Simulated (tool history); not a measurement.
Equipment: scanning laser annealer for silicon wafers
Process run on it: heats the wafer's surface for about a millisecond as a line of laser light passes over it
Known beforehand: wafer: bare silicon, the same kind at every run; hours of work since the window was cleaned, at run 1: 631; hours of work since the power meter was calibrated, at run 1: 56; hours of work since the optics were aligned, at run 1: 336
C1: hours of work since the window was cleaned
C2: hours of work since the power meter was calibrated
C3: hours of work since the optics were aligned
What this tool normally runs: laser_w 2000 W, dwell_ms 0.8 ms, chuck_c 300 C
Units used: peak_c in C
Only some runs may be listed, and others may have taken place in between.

Run 1, hour 0: usual settings; C1 631; C2 56; C3 336. Result: peak_c 1056 C.
Run 2, hour 15.3: usual settings but dwell_ms 0.59 ms; C1 643; C2 68; C3 348. Result: peak_c 939 C.
Run 3, hour 31: usual settings but dwell_ms 0.743 ms; C1 655; C2 80; C3 360. Result: peak_c 1023 C.
Run 4, hour 61.4: usual settings but dwell_ms 0.743 ms; C1 678; C2 103; C3 383. Result: peak_c 1021 C.
Run 5, hour 84.3: usual settings but dwell_ms 0.743 ms; C1 695; C2 121; C3 401. Result: peak_c 1020 C.
Run 6, hour 100.1: usual settings but dwell_ms 0.952 ms; C1 707; C2 133; C3 413. Result: peak_c 1124 C.
Run 7, hour 113.8: usual settings; C1 718; C2 143; C3 423. Result: peak_c 1051 C.
Run 8, hour 126.9: usual settings; C1 728; C2 153; C3 433. Result: peak_c 1049 C.
Run 9, hour 139.5: usual settings but chuck_c 336 C; C1 738; C2 163; C3 443. Result: peak_c 1087 C.
Run 10, hour 159: usual settings but chuck_c 336 C; C1 753; C2 178; C3 458. Result: peak_c 1087 C.
Run 11, hour 173.1: usual settings but dwell_ms 0.687 ms, chuck_c 336 C; C1 763; C2 188; C3 469. Result: peak_c 1024 C.
Run 12, hour 204.1: usual settings but dwell_ms 0.687 ms, chuck_c 336 C; C1 787; C2 212; C3 493. Result: peak_c 1025 C.
Run 13, hour 232.2: usual settings but dwell_ms 0.687 ms, chuck_c 336 C; C1 809; C2 234; C3 514. Result: peak_c 1023 C.
Run 14, hour 254.9: usual settings; C1 826; C2 251; C3 531. Result: peak_c 1044 C.
Run 15, hour 271.8: usual settings; C1 839; C2 264; C3 544. Result: peak_c 1044 C.
Run 16, hour 293.2: usual settings; C1 855; C2 280; C3 561. Result: peak_c 1046 C.
Run 17, hour 316.6: usual settings; C1 873; C2 298; C3 579. Result: peak_c 1041 C.
Run 18, hour 340.4: usual settings; C1 891; C2 317; C3 597. Result: peak_c 1040 C.
Run 19, hour 356.1: usual settings but laser_w 1753 W; C1 903; C2 329; C3 609. Result: peak_c 932 C.
Run 20, hour 383.5: usual settings but laser_w 1753 W; C1 924; C2 349; C3 630. Result: peak_c 929 C.
Run 21, hour 401: usual settings but laser_w 1937 W, dwell_ms 0.87 ms, chuck_c 332 C; C1 938; C2 363; C3 643. Result: peak_c 1076 C.
Run 22, hour 432.1: usual settings but laser_w 1937 W, dwell_ms 0.87 ms, chuck_c 332 C; C1 961; C2 387; C3 667. Result: peak_c 1074 C.
At hour 443.8: window over the wafer cleaned.
Run 23, hour 448.4: usual settings but laser_w 1990 W, dwell_ms 0.62 ms, chuck_c 302 C; C1 3; C2 398; C3 678. Result: peak_c 933 C.
Run 24, hour 464.1: usual settings but laser_w 1990 W, dwell_ms 0.62 ms, chuck_c 302 C; C1 16; C2 410; C3 690. Result: peak_c 937 C.
Run 25, hour 477.6: usual settings but laser_w 1867 W, dwell_ms 0.688 ms, chuck_c 334 C; C1 26; C2 420; C3 700. Result: peak_c 952 C.
At hour 494.6: window over the wafer cleaned, once more.
Run 26, hour 509.2: usual settings but laser_w 1867 W, dwell_ms 0.688 ms, chuck_c 334 C; C1 11; C2 443; C3 723. Result: peak_c 989 C.
Run 27, hour 526.4: usual settings but laser_w 1867 W, dwell_ms 0.688 ms, chuck_c 334 C; C1 24; C2 456; C3 736. Result: peak_c 990 C.
Run 28, hour 552.5: usual settings but laser_w 2008 W, dwell_ms 0.901 ms; C1 44; C2 476; C3 756. Result: peak_c 1127 C.
Run 29, hour 574.2: usual settings but laser_w 1955 W, dwell_ms 0.829 ms; C1 61; C2 492; C3 773. Result: peak_c 1063 C.
Run 30, hour 592.3: usual settings but chuck_c 291 C; C1 75; C2 506; C3 787. Result: peak_c 1060 C.
Run 31, hour 620.5: usual settings but laser_w 2026 W, chuck_c 323 C; C1 96; C2 528; C3 808. Result: peak_c 1105 C.
Run 32, hour 641.7: usual settings but laser_w 2094 W; C1 113; C2 544; C3 824. Result: peak_c 1113 C.
Run 33, hour 655: usual settings but laser_w 2094 W; C1 123; C2 554; C3 835. Result: peak_c 1111 C.
Run 34, hour 686.1: usual settings but laser_w 2094 W, chuck_c 264 C; C1 147; C2 578; C3 858. Result: peak_c 1077 C.
Run 35, hour 714.6: usual settings but laser_w 2094 W, chuck_c 264 C; C1 168; C2 600; C3 880. Result: peak_c 1077 C.
Run 36, hour 739.8: usual settings but laser_w 2094 W, chuck_c 264 C; C1 188; C2 619; C3 899. Result: peak_c 1074 C.
Run 37, hour 754: usual settings but laser_w 2094 W, chuck_c 264 C; C1 198; C2 630; C3 910. Result: peak_c 1075 C.
Run 38, hour 783.9: usual settings but laser_w 2094 W, chuck_c 264 C; C1 221; C2 653; C3 933. Result: peak_c 1072 C.
Run 39, hour 799.7: usual settings but laser_w 2094 W, chuck_c 264 C; C1 233; C2 665; C3 945. Result: peak_c 1072 C.
Run 40, hour 828.1: usual settings but laser_w 2094 W, chuck_c 264 C; C1 255; C2 687; C3 967. Result: peak_c 1071 C.

What if the next run were any one of these 5? Each begins from the tool's condition after run 40:
Run A, hour 852.5: usual settings but laser_w 2094 W, chuck_c 331 C; C1 274; C2 705; C3 986. Result: peak_c ?.
Run B, hour 852.5: usual settings but laser_w 1872 W, dwell_ms 0.759 ms, chuck_c 264 C; C1 274; C2 705; C3 986. Result: peak_c ?.
Run C, hour 852.5: usual settings but laser_w 1928 W, dwell_ms 0.75 ms, chuck_c 264 C; C1 274; C2 705; C3 986. Result: peak_c ?.
Run D, hour 852.5: usual settings but laser_w 2094 W, dwell_ms 0.595 ms, chuck_c 264 C; C1 274; C2 705; C3 986. Result: peak_c ?.
Run E, hour 852.5: usual settings but laser_w 2116 W, dwell_ms 0.656 ms, chuck_c 264 C; C1 274; C2 705; C3 986. Result: peak_c ?.

run  peak_c
  A    1134
  B     944
  C     964
  D     946
  E     995
With the hidden condition removed and each run's random variation left untouched, the same runs would have given:
run  peak_c
  A    1167
  B     972
  C     993
  D     974
  E    1025

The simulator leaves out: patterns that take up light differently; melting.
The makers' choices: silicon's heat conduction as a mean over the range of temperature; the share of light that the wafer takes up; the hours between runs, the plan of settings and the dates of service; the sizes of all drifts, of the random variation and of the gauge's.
